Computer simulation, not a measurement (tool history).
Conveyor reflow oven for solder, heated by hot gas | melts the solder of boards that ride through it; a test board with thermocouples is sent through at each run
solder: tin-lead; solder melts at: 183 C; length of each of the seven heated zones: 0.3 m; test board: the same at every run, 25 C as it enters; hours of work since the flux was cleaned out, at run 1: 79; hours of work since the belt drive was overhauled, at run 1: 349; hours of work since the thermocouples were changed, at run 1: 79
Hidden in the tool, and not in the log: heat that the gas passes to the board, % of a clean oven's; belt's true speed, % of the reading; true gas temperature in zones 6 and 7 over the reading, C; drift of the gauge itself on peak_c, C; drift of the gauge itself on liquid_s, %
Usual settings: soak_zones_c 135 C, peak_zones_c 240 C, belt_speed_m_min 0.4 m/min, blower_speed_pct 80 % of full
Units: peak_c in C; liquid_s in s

| run | hour | soak_zones_c | peak_zones_c | belt_speed_m_min | blower_speed_pct | hours of work since the flux was cleaned out | hours of work since the belt drive was overhauled | hours of work since the thermocouples were changed | peak_c | liquid_s |
|---|---|---|---|---|---|---|---|---|---|---|
| 1 | 0 | 135 | 240 | 0.4 | 80 | 79 | 349 | 79 | 219.8 | 68.2 |
| 2 | 17.1 | 134 | 240 | 0.4 | 80 | 87 | 356 | 87 | 219.8 | 67.8 |
| 3 | 27.8 | 134 | 240 | 0.4 | 80 | 91 | 361 | 91 | 219.5 | 68.3 |
| 4 | 38.4 | 134 | 240 | 0.4 | 80 | 96 | 365 | 96 | 219.7 | 67.5 |
| 5 | 51.7 | 135 | 240 | 0.4 | 80 | 101 | 371 | 101 | 219.2 | 68.2 |
| 6 | 71.1 | 135 | 240 | 0.4 | 80 | 109 | 379 | 109 | 219.3 | 67.9 |
| 7 | 91 | 135 | 240 | 0.4 | 80 | 118 | 387 | 118 | 219.5 | 67.6 |
| 8 | 100.3 | 135 | 240 | 0.4 | 77 | 122 | 391 | 122 | 218.8 | 67.5 |
| 9 | 115.6 | 135 | 240 | 0.4 | 77 | 128 | 398 | 128 | 219.3 | 67.6 |
| 10 | 128.8 | 135 | 240 | 0.4 | 72 | 134 | 403 | 134 | 217 | 65.9 |
| 11 | 150.1 | 135 | 240 | 0.4 | 63 | 143 | 412 | 143 | 215.5 | 63.7 |
| 12 | 165.5 | 135 | 240 | 0.4 | 63 | 149 | 419 | 149 | 215.7 | 63.3 |
| 13 | 177.1 | 135 | 240 | 0.4 | 63 | 154 | 424 | 154 | 215.7 | 62.7 |
| 14 | 189.5 | 135 | 240 | 0.4 | 63 | 160 | 429 | 160 | 214.9 | 63.5 |
| 15 | 211.4 | 136 | 240 | 0.4 | 63 | 169 | 438 | 169 | 215.3 | 64 |
| 16 | 226.3 | 138 | 229 | 0.4 | 73 | 175 | 445 | 175 | 209.4 | 58.6 |
| 17 | 247.9 | 148 | 240 | 0.4 | 85 | 184 | 454 | 184 | 221.7 | 76.5 |
| 18 | 267.6 | 135 | 252 | 0.453 | 80 | 193 | 462 | 193 | 223.1 | 63 |
| 19 | 288.9 | 135 | 245 | 0.4 | 52 | 202 | 471 | 202 | 215.7 | 63.3 |
| 20 | 308.5 | 135 | 245 | 0.438 | 52 | 210 | 480 | 210 | 211.4 | 52.1 |
| 21 | 330.1 | 135 | 245 | 0.438 | 52 | 219 | 489 | 219 | 211.5 | 52.3 |
| 22 | 350 | 137 | 240 | 0.342 | 80 | 228 | 497 | 228 | 224 | 86.2 |
| 23 | 362.6 | 135 | 231 | 0.448 | 80 | 233 | 503 | 233 | 206.4 | 47.4 |
| 24 | 374.6 | 145 | 248 | 0.356 | 66 | 238 | 508 | 238 | 227.6 | 90.1 |
| 25 | 395.1 | 135 | 244 | 0.4 | 78 | 247 | 516 | 247 | 220.9 | 69.2 |
| 26 | 404.1 | 135 | 244 | 0.4 | 78 | 251 | 520 | 251 | 220.9 | 69.2 |
| 27 | 423.8 | 131 | 231 | 0.434 | 88 | 259 | 529 | 259 | 207.2 | 49.8 |
| 28 | 443.6 | 131 | 231 | 0.434 | 88 | 267 | 537 | 267 | 207.7 | 49.4 |
| 29 | 459.2 | 134 | 251 | 0.363 | 78 | 274 | 544 | 274 | 230.4 | 84.4 |
| 30 | 477.3 | 134 | 251 | 0.363 | 78 | 282 | 551 | 282 | 230.2 | 84.8 |

4 ways to go on from here, each from the tool as it stands after run 30. What would each give?
| A | 495.2 | 134 | 234 | 0.363 | 78 | 289 | 559 | 289 | ? | ? |
| B | 495.2 | 122 | 251 | 0.363 | 78 | 289 | 559 | 289 | ? | ? |
| C | 495.2 | 127 | 245 | 0.4 | 79 | 289 | 559 | 289 | ? | ? |
| D | 495.2 | 134 | 254 | 0.363 | 78 | 289 | 559 | 289 | ? | ? |

| run | peak_c | liquid_s |
|---|---|---|
| A | 215.4 | 71 |
| B | 227.4 | 78 |
| C | 220.2 | 65.5 |
| D | 233.5 | 85.7 |
Without the tool's hidden state the same runs would have given:
| run | peak_c | liquid_s |
|---|---|---|
| A | 218.5 | 73.9 |
| B | 231.2 | 80.2 |
| C | 224.1 | 68.4 |
| D | 237 | 87 |
